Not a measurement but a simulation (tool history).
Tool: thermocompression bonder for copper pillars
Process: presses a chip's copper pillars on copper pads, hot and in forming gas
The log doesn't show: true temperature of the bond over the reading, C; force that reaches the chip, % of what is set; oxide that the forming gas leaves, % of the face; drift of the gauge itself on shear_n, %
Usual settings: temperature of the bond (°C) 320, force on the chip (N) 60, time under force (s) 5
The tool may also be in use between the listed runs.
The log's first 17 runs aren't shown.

run	day	temperature of the bond (°C)	force on the chip (N)	time under force (s)	hours of work since the heater was calibrated	hours of work since the force cell was calibrated	hours of work since the gas filter was changed	force that shears a chip off (N)
# day 19.375: forming gas filter changed
18	19.729	320	60	5	1397	808	5	48.6
# day 20.562: heater calibrated with a thermocouple chip
19	21.062	320	60	5	7	826	23	56.5
20	22.121	320	60	5	23	841	39	54.2
21	23.783	320	37	3	47	866	63	24.9
22	24.504	320	58	5	57	876	73	52.6
23	25.704	335	59	5	75	894	91	61.9
24	26.896	320	52	7	92	911	108	51.2
25	27.592	320	52	7	102	921	118	51.8
26	28.542	312	54	6	116	935	132	44.8
27	29.679	309	83	5	133	951	149	60.8
28	31.296	309	83	5	156	975	172	60.8
29	32.825	320	60	5	178	997	194	50.7
# day 33.317: forming gas filter changed
30	33.629	323	38	5	190	1008	4	34.5
31	34.958	293	36	5	209	1028	24	20.0
32	36.571	310	83	13	232	1051	47	81.8
33	37.571	339	44	6	247	1066	62	52.5
34	38.529	344	86	6	261	1080	76	90.6
35	39.679	349	58	6	278	1096	92	72.0
36	40.454	308	52	7	289	1108	104	43.7
37	41.217	322	37	7	300	1119	115	36.5
38	42.175	315	56	5	314	1133	129	44.4
39	43.692	294	58	10	336	1155	151	45.5

5 ways to go on from here, each from the tool as it stands after run 39. What would each give?
A	44.592	292	39	8	349	1168	164	?
B	44.592	330	52	9	349	1168	164	?
C	44.592	326	37	3	349	1168	164	?
D	44.592	316	60	5	349	1168	164	?
E	44.592	321	72	8	349	1168	164	?

run	force that shears a chip off (N)
A	24.7
B	60.8
C	27.5
D	48.6
E	68.5
Without the tool's hidden state the same runs would have given:
run	force that shears a chip off (N)
A	26.2
B	64.6
C	29.0
D	51.6
E	73.1

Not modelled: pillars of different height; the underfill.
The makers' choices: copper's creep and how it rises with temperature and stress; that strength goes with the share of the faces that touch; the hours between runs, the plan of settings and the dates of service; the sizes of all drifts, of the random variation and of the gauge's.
